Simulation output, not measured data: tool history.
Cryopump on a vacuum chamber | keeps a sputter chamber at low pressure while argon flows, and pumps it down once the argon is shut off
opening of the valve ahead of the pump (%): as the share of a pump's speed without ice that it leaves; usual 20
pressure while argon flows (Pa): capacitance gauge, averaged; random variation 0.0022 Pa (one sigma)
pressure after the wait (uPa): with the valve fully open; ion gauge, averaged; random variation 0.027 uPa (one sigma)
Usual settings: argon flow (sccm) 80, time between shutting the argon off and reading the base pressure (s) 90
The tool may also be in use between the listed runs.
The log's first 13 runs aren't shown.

run    hour  argon flow (sccm)  time between shutting the argon off and reading the base pressure (s)  opening of the valve ahead of the pump (%)  pressure while argon flows (Pa)  pressure after the wait (uPa)
 14   894.8                 45                                                                     90                                          20                           0.3096                           2.67
 15   969.2                 80                                                                     90                                          30                           0.3672                           2.76
 16  1014.8                 80                                                                     71                                          20                           0.5553                           2.99
 17  1094.8                 80                                                                     71                                          20                           0.5509                           3.04
 18  1176.3                 95                                                                     69                                          20                           0.6559                           3.15
 19  1226.1                 95                                                                     69                                          20                           0.6595                           3.16
 20  1266.5                 95                                                                     66                                          57                            0.241                           3.29
 21    1319                 95                                                                     66                                          57                           0.2424                           3.35
 22  1362.3                 95                                                                     51                                          20                           0.6611                           3.83
 23  1421.2                 95                                                                     51                                          20                            0.663                           3.77
 24  1477.9                 95                                                                     47                                          21                           0.6353                           3.93
 25  1532.8                 35                                                                     75                                          20                           0.2441                           3.31
 26  1606.1                 94                                                                    111                                          41                           0.3335                           2.91
 27  1703.4                 52                                                                    126                                          39                            0.195                           2.89
 28  1799.5                 52                                                                    126                                          39                           0.1985                           3.04
 29  1896.2                 80                                                                     50                                          43                           0.2753                           4.28
 30  1978.7                 80                                                                     50                                          43                           0.2788                           4.33
     2011.6  -- leaking fittings of the chamber tightened, without venting
 31  2047.5                111                                                                    185                                          51                           0.3353                           0.79
 32  2102.3                 80                                                                    123                                          22                           0.5256                            1.1
 33  2171.7                 80                                                                    123                                          22                            0.523                           1.15

5 ways to go on from here, each from the tool as it stands after run 33. What would each give?
  A  2238.3                 36                                                                     20                                          22                                ?                              ?
  B  2238.3                 62                                                                     90                                          35                                ?                              ?
  C  2238.3                121                                                                     90                                          20                                ?                              ?
  D  2238.3                 80                                                                     34                                          20                                ?                              ?
  E  2238.3                 60                                                                     22                                          19                                ?                              ?

run  pressure while argon flows (Pa)  pressure after the wait (uPa)
  A                           0.2399                           5.04
  B                            0.267                           1.47
  C                           0.8712                           1.48
  D                           0.5765                           3.11
  E                           0.4538                           4.41
Without the tool's hidden state the same runs would have given:
run  pressure while argon flows (Pa)  pressure after the wait (uPa)
  A                           0.2254                           4.83
  B                           0.2422                           1.26
  C                           0.8228                           1.27
  D                           0.5444                           2.91
  E                           0.4298                           4.21

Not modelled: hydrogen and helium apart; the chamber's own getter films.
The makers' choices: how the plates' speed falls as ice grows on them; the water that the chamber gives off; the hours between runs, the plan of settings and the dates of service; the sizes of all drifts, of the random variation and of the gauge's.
